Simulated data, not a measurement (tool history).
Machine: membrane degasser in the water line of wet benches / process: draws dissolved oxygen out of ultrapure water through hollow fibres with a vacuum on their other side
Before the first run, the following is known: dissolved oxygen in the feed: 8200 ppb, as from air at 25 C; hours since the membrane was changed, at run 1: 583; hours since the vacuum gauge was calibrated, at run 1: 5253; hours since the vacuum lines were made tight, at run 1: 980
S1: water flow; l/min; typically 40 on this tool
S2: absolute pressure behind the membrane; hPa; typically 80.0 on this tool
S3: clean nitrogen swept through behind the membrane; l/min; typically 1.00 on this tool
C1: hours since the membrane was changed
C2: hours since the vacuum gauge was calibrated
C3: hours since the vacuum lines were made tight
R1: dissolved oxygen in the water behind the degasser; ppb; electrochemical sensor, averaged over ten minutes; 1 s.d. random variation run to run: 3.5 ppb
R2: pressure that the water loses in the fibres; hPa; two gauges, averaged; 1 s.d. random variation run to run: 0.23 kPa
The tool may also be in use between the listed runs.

run    hour  S1     S2    S3    C1    C2    C3      R1     R2
  1     0.0  40   80.0  1.00   583  5253   980   394.0  564.7
  2   127.5  40   80.0  1.00   710  5380  1108   390.8  568.1
  3   328.9  40   80.0  1.00   912  5582  1309   394.4  565.1
  4   561.7  40   80.0  1.00  1144  5815  1542   397.0  565.9
  5   703.4  33   80.0  1.00  1286  5956  1684   336.9  464.7
  6   916.0  40   53.8  1.00  1499  6169  1896   201.1  566.8
  7  1107.0  40   53.8  1.00  1690  6360  2087   202.9  564.1
  8  1288.9  40   53.8  1.00  1872  6542  2269   204.7  569.8
  9  1482.9  40   53.8  1.00  2066  6736  2463   202.5  570.1
 10  1712.1  40   80.0  1.00  2295  6965  2692   405.6  573.6
 11  1937.5  40  122.0  1.00  2520  7190  2918   702.3  571.3
 12  2120.3  40   49.3  1.00  2703  7373  3101   171.0  573.7
     2135.8  -- vacuum gauge calibrated
 13  2282.9  40   49.3  1.00  2865   147  3263   153.5  576.1
 14  2477.6  40   80.0  1.00  3060   342  3457   387.5  574.6
 15  2642.2  40   80.0  1.00  3224   506  3622   386.9  574.9
 16  2823.3  35   80.0  1.00  3405   687  3803   342.8  504.5
 17  2936.0  40   70.1  2.26  3518   800  3916   165.5  573.5
 18  3084.3  40   70.1  2.26  3666   948  4064   167.5  578.3
 19  3309.4  40   80.0  0.53  3892  1174  4289   609.5  577.0
 20  3506.0  29   80.0  0.53  4088  1370  4486   471.7  419.0
 21  3643.0  40   80.0  0.95  4225  1507  4623   406.0  577.9
 22  3774.8  40   80.0  0.95  4357  1639  4755   408.1  583.0
 23  3969.9  40   80.0  0.95  4552  1834  4950   405.9  576.5
 24  4208.4  40   80.0  0.95  4791  2073  5188   407.0  589.0
 25  4410.1  31   80.0  0.95  4992  2274  5390   326.8  451.0
 26  4567.1  40  117.0  2.29  5149  2431  5547   348.7  583.0
     4730.2  -- seals of the vacuum lines changed
 27  4805.1  31  107.9  1.00  5385  2667    75   479.3  455.6
 28  4944.9  40   92.8  1.00  5525  2807   215   489.1  586.4
 29  5202.0  64  178.8  1.42  5782  3064   472  1249.3  947.2

Run 30 comes next. What will it give?
 30  5457.2  40  90.4  2.17  6037  3319  727   ?   ?

Run 30 measured R1 261.2 ppb, R2 588.8 hPa.
Without the tool's hidden state the same run would have given R1 251.2 ppb, R2 559.1 hPa.

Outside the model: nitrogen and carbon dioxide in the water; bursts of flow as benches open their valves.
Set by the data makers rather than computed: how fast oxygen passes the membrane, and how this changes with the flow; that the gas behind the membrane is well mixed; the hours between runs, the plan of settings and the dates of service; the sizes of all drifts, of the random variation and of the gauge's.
